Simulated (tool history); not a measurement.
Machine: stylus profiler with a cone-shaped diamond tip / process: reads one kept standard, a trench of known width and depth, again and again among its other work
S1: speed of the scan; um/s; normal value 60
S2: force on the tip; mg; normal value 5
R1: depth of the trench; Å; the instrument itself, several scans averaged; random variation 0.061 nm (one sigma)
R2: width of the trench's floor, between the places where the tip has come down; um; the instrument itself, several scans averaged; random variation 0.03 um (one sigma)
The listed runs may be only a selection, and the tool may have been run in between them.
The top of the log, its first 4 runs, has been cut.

run   hour   S1    S2      R1     R2
  5  117.5   20     5  5075.7     17
  6  133.8  104     5  5074.7  16.63
  7  150.9  104     5  5073.8  16.66
  8  177.7  104     5  5074.1  16.65
  9  200.1  104     5  5074.9  16.64
 10  215.8   60     5  5073.2  16.79
 11  250.2   60  4.13  5065.1  16.79
 12  282.2   60  4.13  5067.6  16.82
 13  316.5  231     5  5075.2  16.06
 14  348.2  231     5  5076.2  16.04
 15  372.9  231     5  5074.2  16.06
 16  394.1   60  6.27  5087.3   16.8
 17  422.4   60  8.15  5102.7  16.85
 18  449.3   60  8.15  5102.6  16.87
 19  482.2   60  8.15  5102.5  16.85
 20  513.8   60  8.15  5102.3  16.77
 21  537.8   60     5  5075.8  16.78
 22    562   60     5  5075.4  16.74
 23  595.7   60     5  5075.7  16.75
 24  612.4   21     5  5076.1  16.92
 25  634.5   21     5  5076.8  16.91

The next listed run, before its measurement:
 26  653.5  164  5.41   ?   ?

{"run 26": {"R1": 5080.9, "R2": 16.37}}
Without the tool's hidden state the same run would have given R1 5075.2 Å, R2 16.72 um.

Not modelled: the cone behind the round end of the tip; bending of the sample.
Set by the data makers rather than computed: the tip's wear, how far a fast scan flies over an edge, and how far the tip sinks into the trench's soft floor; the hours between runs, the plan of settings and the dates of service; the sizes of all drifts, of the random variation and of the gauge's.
